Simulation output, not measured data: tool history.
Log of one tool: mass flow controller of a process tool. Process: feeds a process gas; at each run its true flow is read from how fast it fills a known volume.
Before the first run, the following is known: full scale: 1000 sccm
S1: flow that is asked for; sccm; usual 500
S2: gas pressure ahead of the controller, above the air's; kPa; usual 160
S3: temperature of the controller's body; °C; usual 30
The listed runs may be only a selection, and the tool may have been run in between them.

run 1 hour=0.0 | S1=500 S2=160 S3=30 | true_flow_(%)=99.53
run 2 hour=65.4 | S1=500 S2=160 S3=30 | true_flow_(%)=99.57
run 3 hour=120.4 | S1=500 S2=160 S3=30 | true_flow_(%)=99.66
run 4 hour=195.2 | S1=500 S2=160 S3=30 | true_flow_(%)=99.87
run 5 hour=282.6 | S1=500 S2=160 S3=31 | true_flow_(%)=99.90
run 6 hour=392.7 | S1=500 S2=201 S3=31 | true_flow_(%)=99.88
run 7 hour=481.6 | S1=500 S2=160 S3=30 | true_flow_(%)=100.34
run 8 hour=578.1 | S1=500 S2=160 S3=30 | true_flow_(%)=100.56
run 9 hour=671.6 | S1=668 S2=160 S3=30 | true_flow_(%)=100.77
run 10 hour=769.6 | S1=668 S2=160 S3=30 | true_flow_(%)=101.01
run 11 hour=855.1 | S1=668 S2=160 S3=30 | true_flow_(%)=101.24
run 12 hour=915.0 | S1=500 S2=160 S3=30 | true_flow_(%)=101.08
run 13 hour=985.0 | S1=500 S2=160 S3=28 | true_flow_(%)=101.44
run 14 hour=1033.4 | S1=500 S2=160 S3=23 | true_flow_(%)=101.95
run 15 hour=1082.4 | S1=500 S2=160 S3=30 | true_flow_(%)=101.49
run 16 hour=1128.2 | S1=500 S2=160 S3=30 | true_flow_(%)=101.51
run 17 hour=1193.4 | S1=500 S2=160 S3=30 | true_flow_(%)=101.60
run 18 hour=1250.8 | S1=500 S2=195 S3=30 | true_flow_(%)=101.67
run 19 hour=1338.7 | S1=116 S2=195 S3=30 | true_flow_(%)=101.65
run 20 hour=1444.9 | S1=116 S2=195 S3=30 | true_flow_(%)=101.93
run 21 hour=1518.1 | S1=699 S2=195 S3=21 | true_flow_(%)=103.07
run 22 hour=1616.1 | S1=363 S2=195 S3=36 | true_flow_(%)=98.92
run 23 hour=1683.2 | S1=500 S2=274 S3=30 | true_flow_(%)=99.48
run 24 hour=1737.0 | S1=500 S2=274 S3=30 | true_flow_(%)=99.59
run 25 hour=1825.4 | S1=500 S2=274 S3=30 | true_flow_(%)=99.87
run 26 hour=1912.0 | S1=145 S2=160 S3=30 | true_flow_(%)=99.94
run 27 hour=1995.8 | S1=248 S2=180 S3=27 | true_flow_(%)=100.30
run 28 hour=2096.0 | S1=769 S2=212 S3=31 | true_flow_(%)=100.37
run 29 hour=2164.2 | S1=769 S2=212 S3=31 | true_flow_(%)=100.59
run 30 hour=2222.6 | S1=271 S2=169 S3=31 | true_flow_(%)=100.59
run 31 hour=2333.6 | S1=496 S2=178 S3=32 | true_flow_(%)=100.57
run 32 hour=2413.5 | S1=496 S2=178 S3=32 | true_flow_(%)=100.76
run 33 hour=2508.8 | S1=806 S2=160 S3=30 | true_flow_(%)=101.38
run 34 hour=2593.2 | S1=758 S2=207 S3=30 | true_flow_(%)=101.42
run 35 hour=2669.2 | S1=603 S2=193 S3=21 | true_flow_(%)=102.32
run 36 hour=2765.5 | S1=603 S2=193 S3=21 | true_flow_(%)=100.29
run 37 hour=2871.5 | S1=603 S2=196 S3=23 | true_flow_(%)=100.31
run 38 hour=2949.6 | S1=308 S2=268 S3=35 | true_flow_(%)=99.01

Taken out of this log: 2 entries between the listed runs. Where each belongs, and how the hidden state differs across it:
In the gap between runs 21 and 22: gauge calibrated (hour 1532.7)
  drift of the gauge itself on true_pct, %: 2.89 -> 0.16
  measured result minus the result with no hidden state, true flow (%): +2.88 -> +0.14
In the gap between runs 35 and 36: gauge calibrated (hour 2754.8)
  drift of the gauge itself on true_pct, %: 2.16 -> 0.02
  measured result minus the result with no hidden state, true flow (%): +2.15 -> +0.00
